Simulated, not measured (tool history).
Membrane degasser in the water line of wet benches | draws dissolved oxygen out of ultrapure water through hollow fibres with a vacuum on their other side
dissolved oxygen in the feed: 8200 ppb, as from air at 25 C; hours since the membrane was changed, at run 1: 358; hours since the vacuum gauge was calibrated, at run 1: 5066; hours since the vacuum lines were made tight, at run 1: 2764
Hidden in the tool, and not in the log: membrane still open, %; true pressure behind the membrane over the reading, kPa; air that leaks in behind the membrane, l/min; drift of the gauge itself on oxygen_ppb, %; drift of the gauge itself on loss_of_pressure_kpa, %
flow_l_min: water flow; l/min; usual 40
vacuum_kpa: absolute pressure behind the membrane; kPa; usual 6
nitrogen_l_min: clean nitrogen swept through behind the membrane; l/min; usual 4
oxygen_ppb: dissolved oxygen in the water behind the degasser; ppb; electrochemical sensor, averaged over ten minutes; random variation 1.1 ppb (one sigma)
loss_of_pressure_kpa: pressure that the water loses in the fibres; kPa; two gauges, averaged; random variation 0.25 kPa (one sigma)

run   hour  flow_l_min  vacuum_kpa  nitrogen_l_min  hours since the membrane was changed  hours since the vacuum gauge was calibrated  hours since the vacuum lines were made tight  oxygen_ppb  loss_of_pressure_kpa
  1      0          40           6               4                                   358                                         5066                                          2764       112.8                 66.03
  2   51.3          36           6               4                                   409                                         5117                                          2815        89.4                 59.57
  3  106.6          36           6               4                                   464                                         5172                                          2870        90.1                 59.75
  4  133.8          36           6               4                                   492                                         5199                                          2897          88                 59.72
  5  169.9          31           6               4                                   528                                         5236                                          2933          68                 51.14
  6  223.5          31        4.62               4                                   581                                         5289                                          2987          42                 50.89
  7  269.7          31        4.62               4                                   628                                         5335                                          3033        41.4                 51.16
  8  307.2          31        8.73               4                                   665                                         5373                                          3071       117.9                 51.36
  9  351.6          40           6               4                                   709                                         5417                                          3115       113.5                 66.06
 10  380.6          38           6               4                                   738                                         5446                                          3144       103.2                  62.8
 11  417.3          24           6               4                                   775                                         5483                                          3181        44.8                    40
 12  464.6          24           6               4                                   822                                         5530                                          3228        45.4                 39.81
 13  517.2          24           6               4                                   875                                         5583                                          3281        46.3                 39.98
 14  553.2          40           6               4                                   911                                         5619                                          3317         114                 66.33
 15  602.8          25           6               4                                   961                                         5668                                          3366        48.4                 41.49
 16  632.1          25           6               4                                   990                                         5698                                          3396        48.3                 41.25
 17    663          25           6               4                                  1021                                         5729                                          3426        47.5                 41.86
 18  701.3          62           6            9.61                                  1059                                         5767                                          3465       269.2                102.76
 19  749.8          62           6            9.61                                  1108                                         5816                                          3513       270.2                103.03
 20    791          28           6            6.66                                  1149                                         5857                                          3555        38.5                 46.76
 21  849.3          48        5.73           11.37                                  1207                                         5915                                          3613       123.1                  79.6
 22  892.5          40        8.33            8.55                                  1250                                         5958                                          3656       108.6                 66.47
 23  944.4          40           6            2.19                                  1302                                         6010                                          3708       164.6                 66.55

Forecast run 24:
 24   969          40           6            2.19                                  1327                                         6035                                          3733           ?                     ?

oxygen_ppb: 166.3 ppb
loss_of_pressure_kpa: 66.46 kPa
Without the tool's hidden state the same run would have given oxygen_ppb 156.6 ppb, loss_of_pressure_kpa 65.58 kPa.
